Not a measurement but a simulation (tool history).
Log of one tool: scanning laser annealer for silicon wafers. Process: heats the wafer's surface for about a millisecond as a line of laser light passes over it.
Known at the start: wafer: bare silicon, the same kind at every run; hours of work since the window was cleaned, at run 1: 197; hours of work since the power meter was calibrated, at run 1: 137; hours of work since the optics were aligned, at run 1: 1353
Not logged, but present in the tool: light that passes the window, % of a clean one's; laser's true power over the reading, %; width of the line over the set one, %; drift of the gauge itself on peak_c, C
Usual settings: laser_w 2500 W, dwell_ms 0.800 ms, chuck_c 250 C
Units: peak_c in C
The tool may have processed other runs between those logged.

run    hour  laser_w  dwell_ms  chuck_c  hours of work since the window was cleaned  hours of work since the power meter was calibrated  hours of work since the optics were aligned  peak_c
  1     0.0     2500     0.800      250                                         197                                                 137                                         1353    1009
  2    87.8     2500     0.800      250                                         240                                                 179                                         1395    1002
  3   140.9     2500     0.800      250                                         265                                                 205                                         1421    1005
  4   210.2     2500     0.800      250                                         299                                                 238                                         1454     998
      247.8  -- window over the wafer cleaned
  5   265.8     2500     0.753      250                                           9                                                 264                                         1480     966
  6   308.8     2500     0.753      250                                          29                                                 285                                         1501     961
  7   386.4     2656     0.800      250                                          67                                                 322                                         1538    1039
  8   426.3     2646     0.800      250                                          86                                                 342                                         1558    1030
  9   506.9     2451     0.800      250                                         125                                                 380                                         1597     952
 10   591.4     2451     0.800      250                                         166                                                 421                                         1638     952
      655.8  -- window over the wafer cleaned, once more
 11   682.9     2451     0.802      250                                          13                                                 465                                         1681    1006
 12   769.0     2451     0.802      250                                          55                                                 506                                         1722    1004
 13   832.0     2451     0.724      250                                          85                                                 537                                         1753     968
 14   905.9     2500     0.800      250                                         121                                                 572                                         1789    1013
 15   974.4     2500     0.906      250                                         154                                                 605                                         1822    1052
 16  1048.2     2500     0.906      250                                         190                                                 641                                         1857    1053
 17  1120.2     2500     0.906      250                                         224                                                 676                                         1892    1046
 18  1176.8     2500     0.906      250                                         252                                                 703                                         1919    1045
     1235.3  -- optics aligned, line set to its width
 19  1248.4     2538     0.800      250                                         284                                                 735                                            6    1025
     1319.2  -- window over the wafer cleaned
 20  1339.8     2482     0.800      250                                          10                                                 779                                           49    1027
 21  1412.1     2588     0.562      270                                          45                                                 813                                           84     970
 22  1454.7     2434     0.840      261                                          65                                                 834                                          105    1031
 23  1525.9     2434     0.578      283                                         100                                                 868                                          139     937
 24  1607.9     2512     0.612      250                                         140                                                 908                                          179     942
 25  1648.9     2682     0.612      222                                         159                                                 928                                          199     974
 26  1726.8     2325     0.612      246                                         197                                                 966                                          236     868
 27  1804.7     2208     0.800      250                                         235                                                1003                                          274     897
 28  1882.6     2377     0.589      278                                         272                                                1041                                          312     899
 29  1925.8     2511     0.624      244                                         293                                                1062                                          333     928
     1978.0  -- window over the wafer cleaned
 30  1991.0     2223     0.579      266                                           6                                                1092                                          363     853
 31  2037.9     2223     0.675      247                                          29                                                1115                                          386     869
 32  2080.6     2223     0.675      247                                          50                                                1135                                          406     871
 33  2159.0     2500     0.974      270                                          87                                                1173                                          444    1117
 34  2229.6     2500     0.974      270                                         122                                                1207                                          478    1115
 35  2287.7     2500     0.926      270                                         150                                                1236                                          507    1092
 36  2349.9     2383     0.687      290                                         180                                                1266                                          537     968
 37  2398.2     2383     0.687      290                                         203                                                1289                                          560     963
 38  2459.5     2346     0.800      230                                         233                                                1319                                          590     934
 39  2518.4     2695     0.617      239                                         261                                                1347                                          618     989

Each row is a separate what-if for the run after 39, all from the same tool condition, not one after another. Results?
  A  2564.3     2463     0.800      250                                         283                                                1369                                          640       ?
  B  2564.3     2500     0.971      250                                         283                                                1369                                          640       ?
  C  2564.3     2673     0.664      281                                         283                                                1369                                          640       ?

run  peak_c
  A     994
  B    1077
  C    1047
With the hidden condition removed and each run's random variation left untouched, the same runs would have given:
run  peak_c
  A    1025
  B    1112
  C    1079
